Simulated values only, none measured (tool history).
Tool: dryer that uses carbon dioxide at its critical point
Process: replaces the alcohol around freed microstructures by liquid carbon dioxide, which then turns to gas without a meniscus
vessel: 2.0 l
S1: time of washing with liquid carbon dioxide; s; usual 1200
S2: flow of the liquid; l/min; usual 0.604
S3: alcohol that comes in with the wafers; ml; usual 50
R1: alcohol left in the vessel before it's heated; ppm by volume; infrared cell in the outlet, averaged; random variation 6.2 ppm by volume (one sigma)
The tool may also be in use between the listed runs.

run   hour    S1     S2   S3    R1
  1      0  1200  0.604   50   360
  2   11.5  1500  0.604   50   130
  3   26.8  1500  0.604   50   123
  4   41.3  1500  0.604   50   141
  5   52.3  1200  0.604   23   173
  6   64.6  1200  0.604   23   185
  7   71.6  1200  0.604   23   193
  8   80.1  1620  0.604   50    98
  9   92.8  1200  0.459   50  1026
 10  101.4  1200  0.459   50  1024
 11  116.4  1200  0.606   50   399
 12  132.6  1200  0.606   50   413
 13  144.2  1200  0.606   50   422
       158  -- inlet filter changed
 14  158.1  1500  0.403  105  1114
 15    169  1500  0.403  105  1127
 16  182.9  1440  0.447   56   502
 17  195.3  1440  0.447   56   518
 18  210.5  1440  0.447   56   525
 19  219.6  1200  0.604   98   546
 20  232.1  1200  0.604   98   562
 21  246.1  1200  0.604   98   571
 22  261.1  1440  0.907   98    49
 23  270.5  1680  0.529   63   165
 24  280.3  1680  0.529   63   169
 25  296.2  1020  0.529  108  1967

4 ways to go on from here, each from the tool as it stands after run 25. What would each give?
  A  306.1  1020  0.969  108   ?
  B  306.1   780  0.672  108   ?
  C  306.1  1020  0.529   24   ?
  D  306.1  1380  0.575  108   ?

run    R1
  A   160
  B  2174
  C   472
  D   444
Without the tool's hidden state the same runs would have given:
run    R1
  A   101
  B  1886
  C   385
  D   340
